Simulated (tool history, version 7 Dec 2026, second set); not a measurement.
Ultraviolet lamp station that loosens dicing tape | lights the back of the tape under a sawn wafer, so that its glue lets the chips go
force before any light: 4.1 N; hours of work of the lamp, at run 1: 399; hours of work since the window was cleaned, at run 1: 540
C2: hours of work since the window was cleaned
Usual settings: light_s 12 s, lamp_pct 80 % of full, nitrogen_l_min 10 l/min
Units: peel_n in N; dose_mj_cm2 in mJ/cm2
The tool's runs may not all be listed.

{"run": 1, "day": 0.0, "light_s": 12, "lamp_pct": 80, "nitrogen_l_min": 10, "hours of work of the lamp": 399, "C2": 540, "peel_n": 0.324, "dose_mj_cm2": 257}
{"run": 2, "day": 1.15, "light_s": 12, "lamp_pct": 80, "nitrogen_l_min": 10, "hours of work of the lamp": 419, "C2": 561, "peel_n": 0.312, "dose_mj_cm2": 254}
{"day": 1.929, "done": "window cleaned of glue's vapour"}
{"run": 3, "day": 2.979, "light_s": 12, "lamp_pct": 80, "nitrogen_l_min": 10, "hours of work of the lamp": 452, "C2": 19, "peel_n": 0.373, "dose_mj_cm2": 240}
{"run": 4, "day": 4.979, "light_s": 12, "lamp_pct": 80, "nitrogen_l_min": 10, "hours of work of the lamp": 488, "C2": 55, "peel_n": 0.4, "dose_mj_cm2": 234}
{"run": 5, "day": 6.092, "light_s": 12, "lamp_pct": 80, "nitrogen_l_min": 4, "hours of work of the lamp": 508, "C2": 75, "peel_n": 0.643, "dose_mj_cm2": 229}
{"run": 6, "day": 7.667, "light_s": 12, "lamp_pct": 80, "nitrogen_l_min": 4, "hours of work of the lamp": 537, "C2": 104, "peel_n": 0.682, "dose_mj_cm2": 230}
{"run": 7, "day": 10.083, "light_s": 13, "lamp_pct": 80, "nitrogen_l_min": 10, "hours of work of the lamp": 581, "C2": 148, "peel_n": 0.354, "dose_mj_cm2": 246}
{"run": 8, "day": 11.921, "light_s": 13, "lamp_pct": 80, "nitrogen_l_min": 10, "hours of work of the lamp": 614, "C2": 181, "peel_n": 0.358, "dose_mj_cm2": 240}
{"day": 12.533, "done": "window cleaned of glue's vapour, once more"}
{"run": 9, "day": 13.254, "light_s": 13, "lamp_pct": 80, "nitrogen_l_min": 10, "hours of work of the lamp": 638, "C2": 13, "peel_n": 0.225, "dose_mj_cm2": 305}
{"run": 10, "day": 15.038, "light_s": 22, "lamp_pct": 80, "nitrogen_l_min": 10, "hours of work of the lamp": 670, "C2": 45, "peel_n": 0.094, "dose_mj_cm2": 503}
{"run": 11, "day": 16.862, "light_s": 22, "lamp_pct": 80, "nitrogen_l_min": 10, "hours of work of the lamp": 703, "C2": 78, "peel_n": 0.096, "dose_mj_cm2": 501}
{"run": 12, "day": 19.196, "light_s": 12, "lamp_pct": 78, "nitrogen_l_min": 10, "hours of work of the lamp": 745, "C2": 121, "peel_n": 0.301, "dose_mj_cm2": 262}
{"run": 13, "day": 21.25, "light_s": 22, "lamp_pct": 66, "nitrogen_l_min": 8, "hours of work of the lamp": 782, "C2": 158, "peel_n": 0.141, "dose_mj_cm2": 406}
{"run": 14, "day": 22.892, "light_s": 22, "lamp_pct": 66, "nitrogen_l_min": 8, "hours of work of the lamp": 812, "C2": 187, "peel_n": 0.141, "dose_mj_cm2": 399}
{"run": 15, "day": 25.15, "light_s": 8, "lamp_pct": 80, "nitrogen_l_min": 6, "hours of work of the lamp": 853, "C2": 228, "peel_n": 0.888, "dose_mj_cm2": 173}
{"run": 16, "day": 26.704, "light_s": 8, "lamp_pct": 80, "nitrogen_l_min": 6, "hours of work of the lamp": 881, "C2": 256, "peel_n": 0.869, "dose_mj_cm2": 173}
{"run": 17, "day": 28.383, "light_s": 23, "lamp_pct": 80, "nitrogen_l_min": 9, "hours of work of the lamp": 911, "C2": 287, "peel_n": 0.108, "dose_mj_cm2": 494}
{"run": 18, "day": 30.238, "light_s": 9, "lamp_pct": 92, "nitrogen_l_min": 4, "hours of work of the lamp": 945, "C2": 320, "peel_n": 0.713, "dose_mj_cm2": 219}
{"run": 19, "day": 31.258, "light_s": 10, "lamp_pct": 72, "nitrogen_l_min": 4, "hours of work of the lamp": 963, "C2": 339, "peel_n": 0.928, "dose_mj_cm2": 190}
{"run": 20, "day": 33.229, "light_s": 20, "lamp_pct": 82, "nitrogen_l_min": 9, "hours of work of the lamp": 999, "C2": 374, "peel_n": 0.122, "dose_mj_cm2": 425}
{"run": 21, "day": 34.346, "light_s": 20, "lamp_pct": 82, "nitrogen_l_min": 9, "hours of work of the lamp": 1019, "C2": 395, "peel_n": 0.128, "dose_mj_cm2": 421}
{"run": 22, "day": 36.267, "light_s": 20, "lamp_pct": 79, "nitrogen_l_min": 3, "hours of work of the lamp": 1054, "C2": 429, "peel_n": 0.243, "dose_mj_cm2": 402}
{"run": 23, "day": 37.421, "light_s": 23, "lamp_pct": 70, "nitrogen_l_min": 12, "hours of work of the lamp": 1075, "C2": 450, "peel_n": 0.113, "dose_mj_cm2": 402}
{"run": 24, "day": 38.971, "light_s": 17, "lamp_pct": 70, "nitrogen_l_min": 11, "hours of work of the lamp": 1103, "C2": 478, "peel_n": 0.221, "dose_mj_cm2": 296}

Forecast each of these 4 alternatives for the next run:
{"run": "A", "day": 40.279, "light_s": 7, "lamp_pct": 94, "nitrogen_l_min": 3, "hours of work of the lamp": 1127, "C2": 502, "peel_n": "?", "dose_mj_cm2": "?"}
{"run": "B", "day": 40.279, "light_s": 12, "lamp_pct": 82, "nitrogen_l_min": 4, "hours of work of the lamp": 1127, "C2": 502, "peel_n": "?", "dose_mj_cm2": "?"}
{"run": "C", "day": 40.279, "light_s": 17, "lamp_pct": 70, "nitrogen_l_min": 9, "hours of work of the lamp": 1127, "C2": 502, "peel_n": "?", "dose_mj_cm2": "?"}
{"run": "D", "day": 40.279, "light_s": 9, "lamp_pct": 80, "nitrogen_l_min": 3, "hours of work of the lamp": 1127, "C2": 502, "peel_n": "?", "dose_mj_cm2": "?"}

run=A peel_n=1.246 dose_mj_cm2=164
run=B peel_n=0.603 dose_mj_cm2=244
run=C peel_n=0.243 dose_mj_cm2=295
run=D peel_n=1.093 dose_mj_cm2=180
Without the tool's hidden state the same runs would have given:
run=A peel_n=0.875 dose_mj_cm2=213
run=B peel_n=0.363 dose_mj_cm2=318
run=C peel_n=0.139 dose_mj_cm2=384
run=D peel_n=0.750 dose_mj_cm2=235

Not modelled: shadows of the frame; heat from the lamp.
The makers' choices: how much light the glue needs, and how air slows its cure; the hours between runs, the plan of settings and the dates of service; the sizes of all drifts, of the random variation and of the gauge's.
